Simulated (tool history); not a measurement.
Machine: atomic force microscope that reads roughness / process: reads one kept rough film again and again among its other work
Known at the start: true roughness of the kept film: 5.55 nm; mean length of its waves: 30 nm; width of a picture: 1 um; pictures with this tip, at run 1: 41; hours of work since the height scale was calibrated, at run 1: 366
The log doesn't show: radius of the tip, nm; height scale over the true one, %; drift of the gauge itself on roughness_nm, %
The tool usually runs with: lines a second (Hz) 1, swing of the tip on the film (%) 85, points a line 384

| run | day | lines a second (Hz) | swing of the tip on the film (%) | points a line | pictures with this tip | hours of work since the height scale was calibrated | roughness of the kept film (nm (root mean square)) |
|---|---|---|---|---|---|---|---|
| 1 | 0 | 1 | 85 | 384 | 41 | 366 | 4.432 |
| 2 | 0.9 | 1 | 85 | 571 | 78 | 381 | 4.269 |
|  | 2.046 | new tip fitted |
| 3 | 2.342 | 1 | 85 | 571 | 12 | 404 | 4.586 |
| 4 | 4.029 | 1 | 57 | 571 | 82 | 431 | 4.319 |
|  | 5.104 | new tip fitted |
| 5 | 5.442 | 1 | 57 | 571 | 14 | 454 | 4.783 |
|  | 5.6 | height scale calibrated on a step standard |
| 6 | 6.517 | 1 | 85 | 384 | 57 | 15 | 4.308 |
| 7 | 7.971 | 1 | 85 | 384 | 117 | 38 | 3.987 |
|  | 8.221 | new tip fitted |
| 8 | 8.958 | 0.61 | 61 | 381 | 31 | 54 | 4.624 |
| 9 | 10.042 | 0.61 | 61 | 381 | 76 | 72 | 4.372 |
| 10 | 10.883 | 0.88 | 61 | 786 | 111 | 85 | 4.186 |
|  | 11.304 | new tip fitted |
|  | 12.171 | height scale calibrated on a step standard, once more |
| 11 | 12.342 | 1 | 57 | 570 | 41 | 3 | 4.562 |

3 ways to go on from here, each from the tool as it stands after run 11. What would each give?
| A | 13.696 | 0.58 | 72 | 447 | 98 | 25 | ? |
| B | 13.696 | 1 | 71 | 570 | 98 | 25 | ? |
| C | 13.696 | 0.96 | 63 | 477 | 98 | 25 | ? |

| run | roughness of the kept film (nm (root mean square)) |
|---|---|
| A | 4.191 |
| B | 4.174 |
| C | 4.211 |
Stripped of hidden state, with their random variation kept, the same runs would have yielded:
| run | roughness of the kept film (nm (root mean square)) |
|---|---|
| A | 4.827 |
| B | 4.808 |
| C | 4.85 |

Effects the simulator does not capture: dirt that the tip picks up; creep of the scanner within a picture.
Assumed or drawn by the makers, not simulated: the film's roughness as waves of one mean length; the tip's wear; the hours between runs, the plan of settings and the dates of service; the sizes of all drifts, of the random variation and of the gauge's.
